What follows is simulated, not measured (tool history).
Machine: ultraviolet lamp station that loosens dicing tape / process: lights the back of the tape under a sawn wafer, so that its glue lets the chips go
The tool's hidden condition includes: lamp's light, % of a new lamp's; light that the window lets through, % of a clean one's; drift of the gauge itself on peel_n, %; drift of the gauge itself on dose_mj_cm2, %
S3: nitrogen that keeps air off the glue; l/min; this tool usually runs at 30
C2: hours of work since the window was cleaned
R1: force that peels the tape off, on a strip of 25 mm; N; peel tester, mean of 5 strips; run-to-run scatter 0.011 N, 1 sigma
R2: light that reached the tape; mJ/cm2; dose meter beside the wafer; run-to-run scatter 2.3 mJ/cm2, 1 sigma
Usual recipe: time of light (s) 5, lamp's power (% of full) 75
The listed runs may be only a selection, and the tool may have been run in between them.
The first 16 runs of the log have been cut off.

{"run": 17, "hour": 338.3, "time of light (s)": 5, "lamp's power (% of full)": 75, "S3": 25, "hours of work of the lamp": 657, "C2": 97, "R1": 1.147, "R2": 152}
{"run": 18, "hour": 366.4, "time of light (s)": 5, "lamp's power (% of full)": 75, "S3": 25, "hours of work of the lamp": 672, "C2": 111, "R1": 1.169, "R2": 152}
{"run": 19, "hour": 393.7, "time of light (s)": 5, "lamp's power (% of full)": 75, "S3": 25, "hours of work of the lamp": 686, "C2": 126, "R1": 1.202, "R2": 150}
{"hour": 409.8, "done": "lamp changed"}
{"run": 20, "hour": 410.2, "time of light (s)": 5, "lamp's power (% of full)": 92, "S3": 30, "hours of work of the lamp": 0, "C2": 134, "R1": 0.382, "R2": 292}
{"run": 21, "hour": 428.1, "time of light (s)": 5, "lamp's power (% of full)": 100, "S3": 30, "hours of work of the lamp": 10, "C2": 143, "R1": 0.346, "R2": 315}
{"run": 22, "hour": 449.1, "time of light (s)": 5, "lamp's power (% of full)": 100, "S3": 30, "hours of work of the lamp": 20, "C2": 154, "R1": 0.352, "R2": 308}
{"run": 23, "hour": 468.3, "time of light (s)": 3, "lamp's power (% of full)": 69, "S3": 15, "hours of work of the lamp": 30, "C2": 164, "R1": 1.707, "R2": 128}
{"run": 24, "hour": 496.1, "time of light (s)": 2, "lamp's power (% of full)": 87, "S3": 18, "hours of work of the lamp": 45, "C2": 178, "R1": 1.928, "R2": 110}
{"run": 25, "hour": 515.1, "time of light (s)": 7, "lamp's power (% of full)": 75, "S3": 30, "hours of work of the lamp": 55, "C2": 188, "R1": 0.346, "R2": 323}
{"run": 26, "hour": 533.5, "time of light (s)": 2, "lamp's power (% of full)": 66, "S3": 30, "hours of work of the lamp": 64, "C2": 198, "R1": 2.232, "R2": 79}
{"run": 27, "hour": 551.6, "time of light (s)": 2, "lamp's power (% of full)": 95, "S3": 44, "hours of work of the lamp": 74, "C2": 207, "R1": 1.416, "R2": 113}
{"run": 28, "hour": 568.3, "time of light (s)": 2, "lamp's power (% of full)": 72, "S3": 30, "hours of work of the lamp": 83, "C2": 216, "R1": 2.214, "R2": 89}
{"run": 29, "hour": 590.3, "time of light (s)": 2, "lamp's power (% of full)": 72, "S3": 30, "hours of work of the lamp": 94, "C2": 228, "R1": 2.222, "R2": 86}
{"run": 30, "hour": 606.7, "time of light (s)": 4, "lamp's power (% of full)": 97, "S3": 25, "hours of work of the lamp": 103, "C2": 236, "R1": 0.592, "R2": 229}
{"run": 31, "hour": 632.0, "time of light (s)": 4, "lamp's power (% of full)": 97, "S3": 25, "hours of work of the lamp": 116, "C2": 249, "R1": 0.6, "R2": 223}
{"run": 32, "hour": 651.1, "time of light (s)": 8, "lamp's power (% of full)": 75, "S3": 30, "hours of work of the lamp": 126, "C2": 259, "R1": 0.302, "R2": 348}
{"run": 33, "hour": 667.4, "time of light (s)": 8, "lamp's power (% of full)": 65, "S3": 30, "hours of work of the lamp": 134, "C2": 268, "R1": 0.367, "R2": 309}
{"run": 34, "hour": 685.1, "time of light (s)": 6, "lamp's power (% of full)": 71, "S3": 10, "hours of work of the lamp": 143, "C2": 277, "R1": 0.868, "R2": 243}
{"run": 35, "hour": 708.1, "time of light (s)": 6, "lamp's power (% of full)": 71, "S3": 10, "hours of work of the lamp": 155, "C2": 289, "R1": 0.864, "R2": 240}
{"run": 36, "hour": 720.8, "time of light (s)": 5, "lamp's power (% of full)": 71, "S3": 11, "hours of work of the lamp": 162, "C2": 296, "R1": 1.097, "R2": 197}
{"run": 37, "hour": 736.6, "time of light (s)": 5, "lamp's power (% of full)": 71, "S3": 11, "hours of work of the lamp": 170, "C2": 304, "R1": 1.104, "R2": 201}
{"run": 38, "hour": 765.4, "time of light (s)": 7, "lamp's power (% of full)": 62, "S3": 20, "hours of work of the lamp": 185, "C2": 319, "R1": 0.607, "R2": 243}

For run 39, what comes out?
{"run": 39, "hour": 781.0, "time of light (s)": 8, "lamp's power (% of full)": 83, "S3": 12, "hours of work of the lamp": 193, "C2": 327, "R1": "?", "R2": "?"}

R1: 0.416 N
R2: 367 mJ/cm2
Without the tool's hidden state the same run would have given R1 0.339 N, R2 433 mJ/cm2.

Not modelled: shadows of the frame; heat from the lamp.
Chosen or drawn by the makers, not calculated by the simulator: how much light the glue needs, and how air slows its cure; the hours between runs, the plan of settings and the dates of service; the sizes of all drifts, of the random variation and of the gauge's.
